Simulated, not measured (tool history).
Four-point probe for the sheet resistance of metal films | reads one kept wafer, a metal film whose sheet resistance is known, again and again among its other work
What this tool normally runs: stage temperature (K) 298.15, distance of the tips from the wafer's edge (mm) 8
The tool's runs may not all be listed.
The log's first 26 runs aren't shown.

run	day	stage temperature (K)	distance of the tips from the wafer's edge (mm)	touches since the probe head was changed	hours of work since the stage's thermometer was calibrated	sheet resistance as the instrument gives it (ohm/square)
27	52.008	293.15	14	30045	103	0.096937
28	53.838	293.15	14	30751	120	0.096937
29	56.504	293.15	14	31779	146	0.096962
30	58.817	300.15	38	32670	168	0.096753
31	60.554	300.15	38	33340	185	0.096835
32	63.212	300.15	38	34364	211	0.096821
33	65.271	304.15	7	35158	231	0.097898
34	67.892	296.15	50	36168	256	0.096714
35	70.717	296.15	50	37257	283	0.096744
36	73.538	296.15	50	38344	311	0.096748
37	76.008	303.15	9	39297	335	0.097474
38	77.779	303.15	31	39978	352	0.096916
39	79.862	303.15	73	40782	372	0.096865
40	82.462	300.15	8	41784	397	0.097638
41	83.725	300.15	8	42272	409	0.097608
42	84.917	301.15	64	42730	421	0.096841

Consider 5 possible next runs. They are alternatives, not a sequence: every one starts from the tool as it was left by run 42. What does each give?
A	87.579	305.15	21	43756	446	?
B	87.579	305.15	12	43756	446	?
C	87.579	296.15	64	43756	446	?
D	87.579	297.15	22	43756	446	?
E	87.579	299.15	10	43756	446	?

run	sheet resistance as the instrument gives it (ohm/square)
A	0.097015
B	0.097252
C	0.096813
D	0.096893
E	0.097339
What these runs would have given with no unlogged condition in the tool:
run	sheet resistance as the instrument gives it (ohm/square)
A	0.096752
B	0.096988
C	0.096550
D	0.096630
E	0.097075
